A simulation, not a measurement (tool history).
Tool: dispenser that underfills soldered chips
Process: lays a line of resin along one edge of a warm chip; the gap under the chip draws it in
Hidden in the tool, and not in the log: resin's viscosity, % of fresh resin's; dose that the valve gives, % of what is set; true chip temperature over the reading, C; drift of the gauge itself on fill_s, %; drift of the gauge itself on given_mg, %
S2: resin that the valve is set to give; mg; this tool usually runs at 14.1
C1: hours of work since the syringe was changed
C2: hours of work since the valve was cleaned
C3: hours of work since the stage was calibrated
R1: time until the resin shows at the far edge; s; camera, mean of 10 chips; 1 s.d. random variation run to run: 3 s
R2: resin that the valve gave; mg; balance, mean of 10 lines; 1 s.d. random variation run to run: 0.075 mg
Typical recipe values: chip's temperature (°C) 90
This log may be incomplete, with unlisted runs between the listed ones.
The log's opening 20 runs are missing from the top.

At hour 136.3: new syringe of resin.
Run 21, hour 140.8: usual settings but chip's temperature (°C) 80, S2 16.1 mg; C1 3; C2 108; C3 113. Result: R1 484.8 s, R2 14.95 mg.
Run 22, hour 145.3: usual settings but chip's temperature (°C) 87, S2 12.6 mg; C1 7; C2 111; C3 116. Result: R1 445.3 s, R2 11.76 mg.
At hour 147.9: new syringe of resin.
Run 23, hour 150.9: usual settings but chip's temperature (°C) 102, S2 17.8 mg; C1 2; C2 115; C3 121. Result: R1 206.2 s, R2 16.5 mg.
Run 24, hour 155.7: usual settings but chip's temperature (°C) 101, S2 14.2 mg; C1 6; C2 119; C3 124. Result: R1 258 s, R2 13.22 mg.
At hour 158.7: new syringe of resin.
Run 25, hour 162.3: usual settings but chip's temperature (°C) 101, S2 14.2 mg; C1 3; C2 124; C3 129. Result: R1 222.7 s, R2 13.1 mg.
At hour 168.2: dispensing valve cleaned and set on the balance.
At hour 170.6: new syringe of resin.
Run 26, hour 171.8: usual settings but chip's temperature (°C) 101, S2 14.2 mg; C1 1; C2 3; C3 136. Result: R1 205.5 s, R2 14.23 mg.
Run 27, hour 175.8: usual settings but chip's temperature (°C) 101, S2 16.2 mg; C1 4; C2 6; C3 139. Result: R1 230.1 s, R2 16.01 mg.
At hour 181.6: new syringe of resin.
Run 28, hour 182.7: usual settings but chip's temperature (°C) 101, S2 16.2 mg; C1 1; C2 11; C3 144. Result: R1 202.1 s, R2 16.15 mg.
Run 29, hour 191.8: usual settings but chip's temperature (°C) 85, S2 15.2 mg; C1 8; C2 18; C3 151. Result: R1 473.6 s, R2 15.06 mg.
At hour 192.5: new syringe of resin.
Run 30, hour 197.9: usual settings but chip's temperature (°C) 89, S2 13.2 mg; C1 4; C2 22; C3 156. Result: R1 365.2 s, R2 13 mg.
At hour 203.6: new syringe of resin.
Run 31, hour 206.6: usual settings but chip's temperature (°C) 84, S2 13.2 mg; C1 2; C2 29; C3 162. Result: R1 399.6 s, R2 13.07 mg.
Run 32, hour 212.5: usual settings but S2 14.4 mg; C1 7; C2 34; C3 167. Result: R1 382.7 s, R2 14.04 mg.

Run 33, settings as shown, results not yet in. Your forecast:
At hour 214.8: new syringe of resin.
Run 33, hour 219.7: usual settings but S2 14.4 mg; C1 4; C2 39; C3 172. Result: R1 ?, R2 ?.

Run 33 produced R1 333 s, R2 14.06 mg.
Without the tool's hidden state the same run would have given R1 299.1 s, R2 14.39 mg.
